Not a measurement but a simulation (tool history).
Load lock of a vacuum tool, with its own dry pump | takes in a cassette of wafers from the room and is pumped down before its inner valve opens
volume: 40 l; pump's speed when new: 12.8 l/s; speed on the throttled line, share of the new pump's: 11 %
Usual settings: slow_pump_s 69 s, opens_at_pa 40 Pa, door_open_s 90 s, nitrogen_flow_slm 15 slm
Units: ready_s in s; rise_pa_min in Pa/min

run	hour	slow_pump_s	opens_at_pa	door_open_s	nitrogen_flow_slm	incoming humidity of the room's air, %	ready_s	rise_pa_min
1	0.0	69	40	90	15	47.5	88.1	0.576
2	540.9	69	40	90	15	45.7	88.2	0.592
3	969.7	69	40	90	15	45.8	87.8	0.632
4	1613.9	69	40	28	15	47.7	88.0	0.669
# hour 1642.8: door's seal changed, seat wiped
5	1941.7	65	40	90	15	44.7	84.3	0.040
6	2294.0	90	40	90	15	45.4	107.2	0.050
7	2783.9	90	40	90	15	46.6	107.1	0.055
8	3144.5	90	40	121	15	43.1	106.7	0.059
# hour 3201.8: dry pump taken out, an overhauled one fitted
9	3518.1	69	59	57	15	45.2	84.7	0.058
10	3859.6	69	40	90	7	49.3	86.0	0.097
11	4434.3	69	40	90	38	45.4	85.9	0.059
12	4802.0	69	47	155	21	41.3	85.8	0.087

3 ways to go on from here, each from the tool as it stands after run 12. What would each give?
A	5271.4	97	47	155	21	46.4	?	?
B	5271.4	69	47	104	21	42.6	?	?
C	5271.4	69	33	113	15	45.0	?	?

run	ready_s	rise_pa_min
A	110.9	0.105
B	85.4	0.098
C	87.2	0.109
Without the tool's hidden state the same runs would have given:
run	ready_s	rise_pa_min
A	110.4	0.039
B	84.9	0.032
C	86.7	0.042

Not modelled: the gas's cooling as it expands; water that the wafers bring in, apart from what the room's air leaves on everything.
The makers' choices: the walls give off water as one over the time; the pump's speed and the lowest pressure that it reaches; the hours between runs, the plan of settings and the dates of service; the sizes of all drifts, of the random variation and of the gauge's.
